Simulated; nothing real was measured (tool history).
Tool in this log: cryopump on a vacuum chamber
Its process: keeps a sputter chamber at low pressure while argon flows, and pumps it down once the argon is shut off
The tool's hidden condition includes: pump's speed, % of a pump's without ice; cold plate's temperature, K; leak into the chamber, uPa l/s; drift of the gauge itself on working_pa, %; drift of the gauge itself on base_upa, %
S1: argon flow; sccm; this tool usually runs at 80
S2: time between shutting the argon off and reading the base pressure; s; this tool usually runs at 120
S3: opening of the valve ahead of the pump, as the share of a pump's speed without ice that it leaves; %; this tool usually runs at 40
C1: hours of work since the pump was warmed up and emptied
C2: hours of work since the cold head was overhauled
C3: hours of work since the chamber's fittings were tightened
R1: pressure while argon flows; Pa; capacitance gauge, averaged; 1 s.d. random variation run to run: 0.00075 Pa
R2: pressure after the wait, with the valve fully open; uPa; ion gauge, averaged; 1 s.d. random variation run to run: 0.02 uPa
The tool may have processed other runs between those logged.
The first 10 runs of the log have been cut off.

run	day	S1	S2	S3	C1	C2	C3	R1	R2
11	8.988	121	36	40	359	359	1859	0.2227	1.40
12	9.971	121	36	40	371	371	1870	0.2221	1.47
13	11.021	80	120	40	383	383	1883	0.1480	1.06
14	11.658	80	120	40	391	391	1890	0.1474	1.07
15	12.504	80	120	40	401	401	1901	0.1465	1.05
16	13.433	80	120	40	412	412	1912	0.1464	1.06
17	14.212	80	69	40	421	421	1921	0.1493	1.22
18	15.046	80	69	40	431	431	1931	0.1485	1.17
19	15.958	136	69	40	442	442	1942	0.2521	1.22
20	17.129	46	132	34	456	456	1956	0.0986	1.11
21	17.804	57	55	19	464	464	1964	0.2170	1.32
22	19.025	87	22	18	479	479	1978	0.3482	1.84
23	19.642	80	173	58	486	486	1985	0.1062	1.09
24	20.283	80	38	49	494	494	1993	0.1249	1.42
25	21.412	80	38	49	507	507	2006	0.1256	1.46
26	21.971	80	38	49	514	514	2013	0.1247	1.46
27	23.092	80	194	38	527	527	2026	0.1561	1.11
28	24.204	45	53	40	540	540	2040	0.0838	1.37
29	25.342	83	27	40	554	554	2053	0.1581	1.72
30	26.471	83	27	40	567	567	2067	0.1569	1.74

Run 31 comes next. What will it give?
31	27.146	99	102	25	575	575	2075	?	?

{"run 31": {"R1": 0.2905, "R2": 1.24}}
On a tool with no hidden condition, and with the same random variation, this run would have come out at R1 0.2744 Pa, R2 0.33 uPa.
